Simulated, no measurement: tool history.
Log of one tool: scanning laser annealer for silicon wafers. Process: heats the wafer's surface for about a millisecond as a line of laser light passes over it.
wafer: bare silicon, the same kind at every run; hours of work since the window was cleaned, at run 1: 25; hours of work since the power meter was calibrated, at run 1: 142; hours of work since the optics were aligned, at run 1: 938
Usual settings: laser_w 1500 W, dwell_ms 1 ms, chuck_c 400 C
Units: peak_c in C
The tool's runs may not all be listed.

run,day,laser_w,dwell_ms,chuck_c,hours of work since the window was cleaned,hours of work since the power meter was calibrated,hours of work since the optics were aligned,peak_c
1,0,1500,1,400,25,142,938,1177
2,0.971,1500,1,434,38,156,951,1212
3,2.158,1500,1,434,55,172,967,1210
4,3.758,1500,1,434,77,194,990,1208
5,5.35,1500,1,434,99,217,1012,1211
6,6.921,1500,1,434,120,238,1033,1209
7,8.092,1500,1,434,137,254,1050,1212
8,9.825,1381,1,400,161,278,1074,1103
9,11.221,1500,0.9,400,180,298,1093,1128
10,12.85,1493,1.14,364,203,320,1115,1196
11,14.325,1493,1.14,364,223,341,1136,1198
12,15.367,1589,0.92,400,237,355,1150,1192
13,16.854,1308,0.92,400,258,376,1171,1025

Forecast each of these 5 alternatives for the next run:
A,17.604,1507,0.93,385,268,386,1181,?
B,17.604,1308,0.82,400,268,386,1181,?
C,17.604,1500,0.85,400,268,386,1181,?
D,17.604,1380,1,400,268,386,1181,?
E,17.604,1607,0.99,410,268,386,1181,?

run,peak_c
A,1130
B,980
C,1108
D,1098
E,1251
Without the tool's hidden state the same runs would have given:
run,peak_c
A,1130
B,981
C,1109
D,1099
E,1252
